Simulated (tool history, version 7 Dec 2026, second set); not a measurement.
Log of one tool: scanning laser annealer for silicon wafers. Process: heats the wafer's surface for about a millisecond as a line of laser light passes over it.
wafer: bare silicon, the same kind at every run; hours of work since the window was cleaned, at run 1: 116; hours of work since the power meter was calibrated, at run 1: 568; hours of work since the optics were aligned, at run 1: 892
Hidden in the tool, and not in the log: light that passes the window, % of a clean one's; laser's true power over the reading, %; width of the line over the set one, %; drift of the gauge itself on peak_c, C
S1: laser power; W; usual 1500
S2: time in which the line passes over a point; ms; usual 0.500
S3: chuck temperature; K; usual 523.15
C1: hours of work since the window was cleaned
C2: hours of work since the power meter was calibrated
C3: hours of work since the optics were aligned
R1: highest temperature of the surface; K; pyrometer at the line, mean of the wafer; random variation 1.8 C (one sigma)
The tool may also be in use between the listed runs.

| run | hour | S1 | S2 | S3 | C1 | C2 | C3 | R1 |
|---|---|---|---|---|---|---|---|---|
| 1 | 0.0 | 1500 | 0.500 | 523.15 | 116 | 568 | 892 | 1225.15 |
| 2 | 18.1 | 1500 | 0.500 | 523.15 | 127 | 579 | 903 | 1225.15 |
| 3 | 33.4 | 1500 | 0.500 | 523.15 | 136 | 588 | 912 | 1221.15 |
| 4 | 47.6 | 1500 | 0.375 | 523.15 | 144 | 596 | 920 | 1127.15 |
| 5 | 71.0 | 1500 | 0.570 | 523.15 | 158 | 610 | 934 | 1273.15 |
| 6 | 93.3 | 1500 | 0.570 | 523.15 | 171 | 623 | 947 | 1272.15 |
| 7 | 107.8 | 1500 | 0.500 | 563.15 | 179 | 631 | 956 | 1263.15 |
| 8 | 130.8 | 1500 | 0.500 | 563.15 | 193 | 645 | 969 | 1262.15 |
| 9 | 150.4 | 1500 | 0.500 | 563.15 | 204 | 657 | 981 | 1264.15 |
| 10 | 170.5 | 1500 | 0.500 | 563.15 | 216 | 668 | 993 | 1264.15 |
| 11 | 192.9 | 1500 | 0.500 | 563.15 | 229 | 682 | 1006 | 1265.15 |
| 12 | 212.0 | 1500 | 0.500 | 563.15 | 241 | 693 | 1017 | 1265.15 |
| 13 | 231.4 | 1500 | 0.500 | 563.15 | 252 | 704 | 1028 | 1263.15 |
| 14 | 248.8 | 1500 | 0.500 | 563.15 | 262 | 714 | 1039 | 1263.15 |
| 15 | 266.8 | 1500 | 0.500 | 563.15 | 273 | 725 | 1049 | 1267.15 |
| 16 | 287.8 | 1500 | 0.500 | 563.15 | 285 | 737 | 1061 | 1265.15 |
| 17 | 301.6 | 1500 | 0.500 | 563.15 | 293 | 745 | 1070 | 1264.15 |
| 18 | 313.2 | 1436 | 0.500 | 563.15 | 300 | 752 | 1076 | 1229.15 |
| 19 | 325.3 | 1500 | 0.500 | 523.15 | 307 | 759 | 1084 | 1222.15 |
| 20 | 341.2 | 1500 | 0.500 | 523.15 | 317 | 769 | 1093 | 1225.15 |
| 21 | 351.0 | 1500 | 0.594 | 523.15 | 322 | 774 | 1099 | 1290.15 |
| 22 | 363.2 | 1598 | 0.594 | 543.15 | 329 | 782 | 1106 | 1361.15 |
| 23 | 379.0 | 1598 | 0.443 | 554.15 | 339 | 791 | 1115 | 1260.15 |
| 24 | 395.4 | 1598 | 0.443 | 554.15 | 348 | 800 | 1125 | 1262.15 |
| 25 | 416.7 | 1641 | 0.500 | 523.15 | 361 | 813 | 1137 | 1292.15 |
| 26 | 433.3 | 1531 | 0.500 | 528.15 | 371 | 823 | 1147 | 1245.15 |
| 27 | 447.5 | 1353 | 0.485 | 558.15 | 379 | 831 | 1155 | 1173.15 |
| 28 | 460.0 | 1353 | 0.485 | 558.15 | 386 | 838 | 1163 | 1178.15 |
| 29 | 483.0 | 1379 | 0.485 | 540.15 | 400 | 852 | 1176 | 1170.15 |
| 30 | 497.9 | 1458 | 0.546 | 524.15 | 409 | 861 | 1185 | 1235.15 |
| 31 | 519.0 | 1367 | 0.506 | 493.15 | 421 | 873 | 1197 | 1129.15 |
| 32 | 529.6 | 1367 | 0.506 | 493.15 | 427 | 879 | 1204 | 1130.15 |
| 33 | 542.1 | 1568 | 0.599 | 544.15 | 435 | 887 | 1211 | 1349.15 |
| 34 | 559.4 | 1500 | 0.500 | 544.15 | 445 | 897 | 1221 | 1246.15 |
| 35 | 577.1 | 1500 | 0.578 | 524.15 | 455 | 907 | 1231 | 1276.15 |
| 36 | 591.0 | 1500 | 0.384 | 508.15 | 463 | 915 | 1240 | 1122.15 |
| 37 | 612.5 | 1500 | 0.384 | 508.15 | 476 | 928 | 1252 | 1121.15 |
| 38 | 625.4 | 1500 | 0.384 | 508.15 | 484 | 936 | 1260 | 1119.15 |
|  | 637.1 | window over the wafer cleaned |
| 39 | 637.6 | 1500 | 0.384 | 508.15 | 0 | 942 | 1266 | 1121.15 |
| 40 | 648.6 | 1500 | 0.410 | 535.15 | 7 | 948 | 1272 | 1170.15 |

4 ways to go on from here, each from the tool as it stands after run 40. What would each give?
| A | 669.8 | 1500 | 0.554 | 563.15 | 19 | 961 | 1285 | ? |
| B | 669.8 | 1525 | 0.456 | 486.15 | 19 | 961 | 1285 | ? |
| C | 669.8 | 1643 | 0.550 | 544.15 | 19 | 961 | 1285 | ? |
| D | 669.8 | 1301 | 0.554 | 552.15 | 19 | 961 | 1285 | ? |

| run | R1 |
|---|---|
| A | 1302.15 |
| B | 1167.15 |
| C | 1353.15 |
| D | 1186.15 |
Without the tool's hidden state the same runs would have given:
| run | R1 |
|---|---|
| A | 1302.15 |
| B | 1167.15 |
| C | 1354.15 |
| D | 1186.15 |

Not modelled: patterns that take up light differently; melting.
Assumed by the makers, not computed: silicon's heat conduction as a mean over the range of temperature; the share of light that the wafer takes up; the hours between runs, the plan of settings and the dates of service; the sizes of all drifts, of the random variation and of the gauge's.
